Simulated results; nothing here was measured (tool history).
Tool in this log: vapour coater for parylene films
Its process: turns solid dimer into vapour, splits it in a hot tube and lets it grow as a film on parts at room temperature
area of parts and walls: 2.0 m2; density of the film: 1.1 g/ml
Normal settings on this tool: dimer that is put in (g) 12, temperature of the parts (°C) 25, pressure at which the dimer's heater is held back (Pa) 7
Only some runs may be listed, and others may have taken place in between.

| run | hour | dimer that is put in (g) | temperature of the parts (°C) | pressure at which the dimer's heater is held back (Pa) | thickness of the film (µm) |
|---|---|---|---|---|---|
| 1 | 0 | 12 | 25 | 7 | 3.84 |
| 2 | 22.7 | 12 | 25 | 7 | 3.78 |
| 3 | 48.3 | 12 | 25 | 7 | 3.64 |
| 4 | 67.8 | 12 | 25 | 2.89 | 4.56 |
| 5 | 83.8 | 12 | 18 | 7 | 4.78 |
| 6 | 97.6 | 12 | 18 | 7 | 4.83 |
| 7 | 127.5 | 12 | 18 | 7 | 4.73 |
| 8 | 149.4 | 12 | 18 | 7 | 4.7 |
|  | 159.6 | trap's valve overhauled |
| 9 | 174.8 | 10 | 25 | 4.04 | 3.82 |

Predict the results of run 10:
| 10 | 203.8 | 13 | 32 | 2.45 | ? |

{"run 10": {"thickness of the film (µm)": 4.23}}
Take away the tool's hidden state, keep the run-to-run variation as it was, and the same run would have given thickness of the film (µm) 4.32.

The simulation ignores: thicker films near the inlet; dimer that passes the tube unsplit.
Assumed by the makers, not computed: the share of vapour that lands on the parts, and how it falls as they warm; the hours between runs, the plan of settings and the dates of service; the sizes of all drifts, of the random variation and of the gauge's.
